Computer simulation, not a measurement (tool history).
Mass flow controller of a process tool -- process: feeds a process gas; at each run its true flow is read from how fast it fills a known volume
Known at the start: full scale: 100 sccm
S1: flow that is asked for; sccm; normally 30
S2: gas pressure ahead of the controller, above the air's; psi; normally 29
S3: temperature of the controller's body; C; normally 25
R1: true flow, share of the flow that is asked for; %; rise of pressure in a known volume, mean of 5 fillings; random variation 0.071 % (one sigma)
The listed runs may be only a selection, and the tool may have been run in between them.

run 1 day=0 | S1=30 S2=29 S3=25 | R1=99.61
run 2 day=5.575 | S1=30 S2=29 S3=39 | R1=101.17
run 3 day=12.9 | S1=30 S2=29 S3=25 | R1=99.34
run 4 day=23.229 | S1=30 S2=29 S3=25 | R1=98.98
run 5 day=28.308 | S1=30 S2=29 S3=25 | R1=98.89
run 6 day=33.146 | S1=30 S2=21.5 S3=25 | R1=99
run 7 day=38.062 | S1=65 S2=21.5 S3=25 | R1=98.99
run 8 day=46.367 | S1=65 S2=21.5 S3=25 | R1=98.86
run 9 day=53.788 | S1=85 S2=29 S3=25 | R1=98.46
run 10 day=58.183 | S1=85 S2=29 S3=25 | R1=98.44
run 11 day=66.917 | S1=85 S2=29 S3=25 | R1=98.13
run 12 day=72.646 | S1=30 S2=29.2 S3=25 | R1=97.76
run 13 day=79.821 | S1=13 S2=29.2 S3=25 | R1=97.5
run 14 day=88.792 | S1=30 S2=21.6 S3=36 | R1=98.77
run 15 day=95.029 | S1=30 S2=29 S3=25 | R1=97.27
run 16 day=102.642 | S1=11 S2=29 S3=30 | R1=97.31
run 17 day=107.971 | S1=12 S2=29 S3=35 | R1=97.82
-- day=112.104 gauge calibrated
run 18 day=113.267 | S1=12 S2=29 S3=35 | R1=100.54
run 19 day=122.354 | S1=81 S2=36.3 S3=35 | R1=100.61
run 20 day=133.146 | S1=21 S2=36.3 S3=32 | R1=99.59

What if the next run were any one of these 3? Each begins from the tool's condition after run 20:
run A day=142.721 | S1=11 S2=36.3 S3=29 | R1=?
run B day=142.721 | S1=21 S2=36.3 S3=23 | R1=?
run C day=142.721 | S1=16 S2=29 S3=25 | R1=?

run=A R1=98.97
run=B R1=98.29
run=C R1=98.7
What these runs would have given with no unlogged condition in the tool:
run=A R1=99.78
run=B R1=99.08
run=C R1=99.5
